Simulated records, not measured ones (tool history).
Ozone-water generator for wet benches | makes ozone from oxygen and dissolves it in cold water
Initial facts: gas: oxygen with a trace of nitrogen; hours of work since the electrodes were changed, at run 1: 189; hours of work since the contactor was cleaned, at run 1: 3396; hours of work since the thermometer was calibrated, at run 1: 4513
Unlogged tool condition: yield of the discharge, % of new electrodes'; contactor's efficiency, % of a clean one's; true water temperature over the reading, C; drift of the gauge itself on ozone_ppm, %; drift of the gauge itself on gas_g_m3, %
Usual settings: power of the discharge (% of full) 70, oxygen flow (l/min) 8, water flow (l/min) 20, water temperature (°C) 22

run,hour,power of the discharge (% of full),oxygen flow (l/min),water flow (l/min),water temperature (°C),hours of work since the electrodes were changed,hours of work since the contactor was cleaned,hours of work since the thermometer was calibrated,dissolved ozone (ppm),ozone in the gas ahead of the water (g/m3)
1,0,70,8,20,22,189,3396,4513,36.6,277
2,28.9,70,8,20,22,206,3413,4530,36.3,275.3
3,52.4,70,8,30,22,220,3427,4544,28.2,275.7
4,79.4,70,8,30,22,237,3444,4561,28.4,272.1
5,105.7,70,8,30,22,252,3459,4576,28.8,275.1
6,152.6,70,8,30,22,281,3488,4605,28.7,274
7,175.1,58,13.21,18,29,294,3501,4618,24.4,173.8
8,222.6,41,8.1,18,29,323,3530,4647,22.4,181.6
9,268.1,41,8.8,32,29,350,3557,4674,15.9,170.7
10,298,41,8.8,32,29,368,3575,4692,15.9,172.9
11,320.6,89,8.8,32,29,382,3589,4706,28.3,307.7

Selected run-to-run steps in dissolved ozone (ppm), each split into two signed amounts: the part the tool would show with no hidden state at all (from settings, incoming material and random variation), and the remainder, which goes to the hidden state together with any gauge scatter not common to the measured and the hidden-state-free results:
Run 10 -> 11: power of the discharge (% of full) 41 -> 89. dissolved ozone (ppm) +12.4: hidden state -0.6, all else +13.
